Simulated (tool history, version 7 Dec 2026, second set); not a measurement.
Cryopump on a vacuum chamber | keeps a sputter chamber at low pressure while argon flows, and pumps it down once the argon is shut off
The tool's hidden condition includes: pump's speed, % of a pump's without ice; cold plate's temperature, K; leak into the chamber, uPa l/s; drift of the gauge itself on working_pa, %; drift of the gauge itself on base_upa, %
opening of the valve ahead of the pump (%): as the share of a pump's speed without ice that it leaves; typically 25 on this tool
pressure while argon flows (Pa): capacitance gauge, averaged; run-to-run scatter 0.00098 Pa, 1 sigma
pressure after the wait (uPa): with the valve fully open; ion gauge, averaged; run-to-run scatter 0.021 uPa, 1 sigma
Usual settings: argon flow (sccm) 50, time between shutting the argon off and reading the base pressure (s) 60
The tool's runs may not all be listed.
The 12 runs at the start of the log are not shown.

run   hour  argon flow (sccm)  time between shutting the argon off and reading the base pressure (s)  opening of the valve ahead of the pump (%)  hours of work since the pump was warmed up and emptied  hours of work since the cold head was overhauled  hours of work since the chamber's fittings were tightened  pressure while argon flows (Pa)  pressure after the wait (uPa)
 13  133.9                 50                                                                     60                                          25                                                     241                                               241                                                        947                           0.2202                           1.13
 14  146.6                 50                                                                     77                                          25                                                     249                                               249                                                        955                           0.2183                           1.02
 15  153.2                 50                                                                    140                                          25                                                     253                                               253                                                        959                           0.2165                           0.92
 16  160.0                 50                                                                    140                                          25                                                     258                                               258                                                        963                           0.2176                           0.92
 17  169.0                 50                                                                    109                                          25                                                     263                                               263                                                        969                           0.2164                           1.00
 18  176.9                 81                                                                     60                                          25                                                     268                                               268                                                        974                           0.3561                           1.09
 19  188.2                 69                                                                     34                                          30                                                     275                                               275                                                        981                           0.2533                           1.39
 20  200.4                 89                                                                     32                                          25                                                     283                                               283                                                        989                           0.3920                           1.45
 21  211.4                 30                                                                     72                                          15                                                     290                                               290                                                        995                           0.2168                           1.02
 22  223.3                 23                                                                     31                                          31                                                     297                                               297                                                       1003                           0.0824                           1.48
 23  232.0                 41                                                                     88                                          26                                                     302                                               302                                                       1008                           0.1742                           1.05
 24  246.8                 41                                                                     88                                          26                                                     312                                               312                                                       1018                           0.1743                           1.11
 25  258.4                 50                                                                     60                                          49                                                     319                                               319                                                       1025                           0.1160                           1.18
 26  269.4                 50                                                                    141                                          25                                                     326                                               326                                                       1032                           0.2224                           0.98
 27  279.5                 30                                                                    266                                          59                                                     332                                               332                                                       1038                           0.0588                           0.88
 28  292.2                 21                                                                    155                                          45                                                     340                                               340                                                       1046                           0.0530                           1.02
 29  307.3                 21                                                                    155                                          45                                                     349                                               349                                                       1055                           0.0536                           1.02
 30  322.6                 67                                                                     39                                          15                                                     359                                               359                                                       1065                           0.4871                           1.38
 31  329.4                 54                                                                     27                                          25                                                     363                                               363                                                       1069                           0.2392                           1.58
 32  339.8                 85                                                                     60                                          15                                                     369                                               369                                                       1075                           0.6192                           1.23
 33  350.6                 85                                                                     60                                          15                                                     376                                               376                                                       1082                           0.6220                           1.24
 34  364.6                 53                                                                    175                                          15                                                     385                                               385                                                       1091                           0.3851                           1.11

Consider 4 possible next runs. They are alternatives, not a sequence: every one starts from the tool as it was left by run 34. What does each give?
  A  373.1                 70                                                                     22                                          54                                                     390                                               390                                                       1096                                ?                              ?
  B  373.1                 35                                                                     60                                          25                                                     390                                               390                                                       1096                                ?                              ?
  C  373.1                 70                                                                    117                                          29                                                     390                                               390                                                       1096                                ?                              ?
  D  373.1                 47                                                                     36                                          15                                                     390                                               390                                                       1096                                ?                              ?

run  pressure while argon flows (Pa)  pressure after the wait (uPa)
  A                           0.1532                           1.75
  B                           0.1550                           1.20
  C                           0.2720                           1.06
  D                           0.3414                           1.47
Without the tool's hidden state the same runs would have given:
run  pressure while argon flows (Pa)  pressure after the wait (uPa)
  A                           0.1375                           1.04
  B                           0.1472                           0.47
  C                           0.2563                           0.31
  D                           0.3309                           0.73
